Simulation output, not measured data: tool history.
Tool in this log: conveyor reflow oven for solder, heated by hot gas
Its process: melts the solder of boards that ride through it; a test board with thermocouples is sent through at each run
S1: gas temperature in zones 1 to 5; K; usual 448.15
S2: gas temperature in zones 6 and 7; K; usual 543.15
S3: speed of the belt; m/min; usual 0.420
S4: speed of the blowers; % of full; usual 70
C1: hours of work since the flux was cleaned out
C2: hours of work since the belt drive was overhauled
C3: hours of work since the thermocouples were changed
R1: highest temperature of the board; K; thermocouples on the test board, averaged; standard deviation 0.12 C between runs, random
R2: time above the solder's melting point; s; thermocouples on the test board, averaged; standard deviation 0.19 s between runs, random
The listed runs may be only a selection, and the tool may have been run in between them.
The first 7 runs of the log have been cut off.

{"run": 8, "hour": 227.7, "S1": 448.15, "S2": 543.15, "S3": 0.42, "S4": 70, "C1": 41, "C2": 1254, "C3": 752, "R1": 529.25, "R2": 79.9}
{"run": 9, "hour": 271.2, "S1": 448.15, "S2": 543.15, "S3": 0.42, "S4": 70, "C1": 68, "C2": 1281, "C3": 778, "R1": 529.15, "R2": 79.7}
{"run": 10, "hour": 303.4, "S1": 448.15, "S2": 543.15, "S3": 0.42, "S4": 70, "C1": 87, "C2": 1300, "C3": 797, "R1": 528.85, "R2": 79.8}
{"run": 11, "hour": 325.3, "S1": 448.15, "S2": 543.15, "S3": 0.42, "S4": 70, "C1": 100, "C2": 1313, "C3": 810, "R1": 528.85, "R2": 79.9}
{"run": 12, "hour": 370.2, "S1": 443.15, "S2": 543.15, "S3": 0.42, "S4": 70, "C1": 127, "C2": 1340, "C3": 837, "R1": 527.75, "R2": 76.4}
{"run": 13, "hour": 406.6, "S1": 443.15, "S2": 543.15, "S3": 0.42, "S4": 70, "C1": 149, "C2": 1362, "C3": 859, "R1": 527.95, "R2": 76.7}
{"run": 14, "hour": 445.5, "S1": 443.15, "S2": 534.15, "S3": 0.42, "S4": 70, "C1": 172, "C2": 1385, "C3": 883, "R1": 519.85, "R2": 68.6}
{"run": 15, "hour": 481.3, "S1": 443.15, "S2": 534.15, "S3": 0.42, "S4": 70, "C1": 194, "C2": 1407, "C3": 904, "R1": 520.05, "R2": 68.5}
{"run": 16, "hour": 511.4, "S1": 443.15, "S2": 534.15, "S3": 0.42, "S4": 70, "C1": 212, "C2": 1425, "C3": 922, "R1": 519.65, "R2": 68.3}
{"run": 17, "hour": 535.8, "S1": 443.15, "S2": 534.15, "S3": 0.359, "S4": 70, "C1": 226, "C2": 1439, "C3": 937, "R1": 524.65, "R2": 88.5}
{"hour": 578.0, "done": "belt drive overhauled, speed set with a stopwatch"}
{"run": 18, "hour": 579.2, "S1": 443.15, "S2": 534.15, "S3": 0.359, "S4": 70, "C1": 250, "C2": 1, "C3": 960, "R1": 523.75, "R2": 84.9}
{"hour": 607.9, "done": "thermocouples of zones 6 and 7 changed"}
{"run": 19, "hour": 615.3, "S1": 449.15, "S2": 534.15, "S3": 0.359, "S4": 70, "C1": 270, "C2": 21, "C3": 4, "R1": 521.85, "R2": 86.5}
{"hour": 623.8, "done": "flux residue cleaned out of gas plates and filters"}
{"run": 20, "hour": 649.2, "S1": 437.15, "S2": 555.15, "S3": 0.496, "S4": 50, "C1": 15, "C2": 39, "C3": 22, "R1": 516.25, "R2": 46.2}
{"run": 21, "hour": 672.8, "S1": 455.15, "S2": 533.15, "S3": 0.373, "S4": 61, "C1": 29, "C2": 53, "C3": 36, "R1": 520.05, "R2": 83.4}
{"run": 22, "hour": 692.6, "S1": 455.15, "S2": 533.15, "S3": 0.373, "S4": 61, "C1": 41, "C2": 65, "C3": 48, "R1": 519.95, "R2": 83.2}
{"run": 23, "hour": 711.5, "S1": 455.15, "S2": 533.15, "S3": 0.373, "S4": 61, "C1": 53, "C2": 76, "C3": 59, "R1": 520.15, "R2": 83.3}
{"run": 24, "hour": 738.6, "S1": 448.15, "S2": 543.15, "S3": 0.42, "S4": 70, "C1": 69, "C2": 92, "C3": 75, "R1": 526.55, "R2": 76.1}
{"run": 25, "hour": 777.8, "S1": 433.15, "S2": 543.15, "S3": 0.488, "S4": 77, "C1": 92, "C2": 116, "C3": 99, "R1": 520.05, "R2": 53.4}
{"run": 26, "hour": 822.8, "S1": 454.15, "S2": 547.15, "S3": 0.441, "S4": 70, "C1": 119, "C2": 143, "C3": 126, "R1": 529.35, "R2": 77.0}
{"run": 27, "hour": 848.2, "S1": 454.15, "S2": 547.15, "S3": 0.441, "S4": 70, "C1": 135, "C2": 158, "C3": 141, "R1": 529.15, "R2": 77.0}
{"run": 28, "hour": 880.2, "S1": 457.15, "S2": 547.15, "S3": 0.441, "S4": 70, "C1": 154, "C2": 177, "C3": 160, "R1": 529.75, "R2": 78.6}
{"run": 29, "hour": 922.4, "S1": 457.15, "S2": 547.15, "S3": 0.441, "S4": 70, "C1": 179, "C2": 202, "C3": 186, "R1": 529.75, "R2": 79.0}
{"run": 30, "hour": 969.2, "S1": 446.15, "S2": 543.15, "S3": 0.42, "S4": 70, "C1": 207, "C2": 231, "C3": 214, "R1": 525.95, "R2": 73.9}

Each row is a separate what-if for the run after 30, all from the same tool condition, not one after another. Results?
{"run": "A", "hour": 1002.3, "S1": 448.15, "S2": 539.15, "S3": 0.39, "S4": 70, "C1": 227, "C2": 250, "C3": 234, "R1": "?", "R2": "?"}
{"run": "B", "hour": 1002.3, "S1": 448.15, "S2": 538.15, "S3": 0.404, "S4": 75, "C1": 227, "C2": 250, "C3": 234, "R1": "?", "R2": "?"}
{"run": "C", "hour": 1002.3, "S1": 461.15, "S2": 543.15, "S3": 0.354, "S4": 86, "C1": 227, "C2": 250, "C3": 234, "R1": "?", "R2": "?"}
{"run": "D", "hour": 1002.3, "S1": 456.15, "S2": 543.15, "S3": 0.362, "S4": 89, "C1": 227, "C2": 250, "C3": 234, "R1": "?", "R2": "?"}
{"run": "E", "hour": 1002.3, "S1": 446.15, "S2": 557.15, "S3": 0.383, "S4": 58, "C1": 227, "C2": 250, "C3": 234, "R1": "?", "R2": "?"}

run=A R1=524.95 R2=81.2
run=B R1=524.35 R2=77.7
run=C R1=536.15 R2=108.7
run=D R1=535.55 R2=103.6
run=E R1=536.95 R2=91.5
What these runs would have given with no unlogged condition in the tool:
run=A R1=525.25 R2=81.5
run=B R1=524.65 R2=78.2
run=C R1=536.05 R2=108.3
run=D R1=535.55 R2=103.4
run=E R1=537.15 R2=91.4
